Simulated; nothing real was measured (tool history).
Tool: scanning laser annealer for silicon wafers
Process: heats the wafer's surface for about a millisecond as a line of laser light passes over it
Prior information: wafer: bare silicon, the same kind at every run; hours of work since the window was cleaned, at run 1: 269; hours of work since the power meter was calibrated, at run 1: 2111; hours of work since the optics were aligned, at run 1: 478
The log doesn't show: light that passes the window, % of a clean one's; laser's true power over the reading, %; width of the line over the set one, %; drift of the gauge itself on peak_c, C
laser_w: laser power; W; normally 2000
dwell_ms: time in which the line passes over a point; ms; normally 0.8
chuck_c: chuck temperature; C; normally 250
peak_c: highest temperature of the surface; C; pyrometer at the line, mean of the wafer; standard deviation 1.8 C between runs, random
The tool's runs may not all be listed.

run    hour  laser_w  dwell_ms  chuck_c  hours of work since the window was cleaned  hours of work since the power meter was calibrated  hours of work since the optics were aligned  peak_c
  1       0     2000       0.8      250                                         269                                                2111                                          478     999
  2    56.8     2000       0.8      250                                         310                                                2152                                          519     998
  3   110.2     2000       0.8      262                                         348                                                2190                                          557    1008
  4   185.2     1892       0.8      250                                         402                                                2244                                          611     941
  5   248.7     1892       0.8      250                                         448                                                2290                                          657     938
  6   345.1     1868       0.8      250                                         518                                                2359                                          727     924
  7   406.8     1868       0.8      250                                         562                                                2404                                          771     921
  8   453.1     1790       0.8      250                                         595                                                2437                                          804     885
      496.9  -- optics aligned, line set to its width
  9   529.6     1790       0.8      250                                         647                                                2489                                           24     875
      538.2  -- window over the wafer cleaned
 10   634.1     2000       0.8      250                                          69                                                2562                                           97    1013
 11   715.8     2000       0.8      250                                         128                                                2621                                          156    1007
 12   781.8     2000     0.891      250                                         175                                                2669                                          204    1042
 13   857.3     2000       0.8      250                                         230                                                2723                                          258     999
 14     951     2000      0.92      250                                         297                                                2791                                          326    1045
       1024  -- optics aligned, line set to its width, once more
 15  1042.3     2000       0.8      250                                         360                                                2853                                           13    1008
 16  1106.9     2000       0.8      250                                         406                                                2899                                           60    1005
 17  1151.1     2000       0.8      284                                         438                                                2931                                           92    1037
 18    1193     2000       0.8      284                                         468                                                2961                                          122    1035
 19  1248.6     1981       0.8      284                                         508                                                3001                                          162    1025
 20  1323.2     1981       0.8      284                                         562                                                3055                                          216    1021
 21  1391.4     1851     0.659      263                                         611                                                3104                                          265     881
     1446.5  -- window over the wafer cleaned
 22  1460.3     1743     0.708      230                                          10                                                3152                                          313     850
 23  1510.6     1787     0.725      235                                          46                                                3189                                          349     883
 24    1576     1787     0.725      235                                          93                                                3236                                          396     878
 25  1618.2     2000     0.885      255                                         124                                                3266                                          427    1063
 26  1709.5     2000     0.885      255                                         189                                                3332                                          492    1056
 27    1765     2000     0.906      273                                         229                                                3372                                          532    1080
 28  1813.1     1878       0.8      285                                         264                                                3407                                          567     990
 29  1875.8     1878     0.569      241                                         309                                                3452                                          612     842
 30  1967.3     2163     0.819      219                                         375                                                3518                                          678    1058
 31  2053.1     1944     0.819      219                                         437                                                3580                                          740     953
 32  2097.1     1708     0.668      214                                         469                                                3611                                          772     779
 33  2169.1     1992       0.8      245                                         521                                                3663                                          823     988
     2181.1  -- laser's power meter calibrated
     2186.1  -- optics aligned, line set to its width
 34  2238.1     1702     0.901      260                                         564                                                  37                                           37     891
 35  2316.6     1702     0.901      260                                         621                                                  94                                           94     891
     2361.9  -- window over the wafer cleaned
 36  2399.6     1800     0.947      256                                          27                                                 152                                          152     980
 37  2448.6     1800     0.947      256                                          63                                                 188                                          188     979
 38  2515.8     1800     0.947      256                                         111                                                 236                                          236     970
 39  2558.7     2157      0.57      247                                         142                                                 267                                          267     963
 40  2609.3     2166      0.57      269                                         178                                                 303                                          303     990

Here are 4 independent what-if runs from the current tool condition. What would each one return?
  A  2676.3     2000     0.701      250                                         227                                                 352                                          352       ?
  B  2676.3     1959     0.681      250                                         227                                                 352                                          352       ?
  C  2676.3     2000       0.8      214                                         227                                                 352                                          352       ?
  D  2676.3     2122      0.57      286                                         227                                                 352                                          352       ?

run  peak_c
  A     963
  B     933
  C     970
  D     986
With no hidden state in the tool, these same runs would have given:
run  peak_c
  A     978
  B     947
  C     986
  D    1001
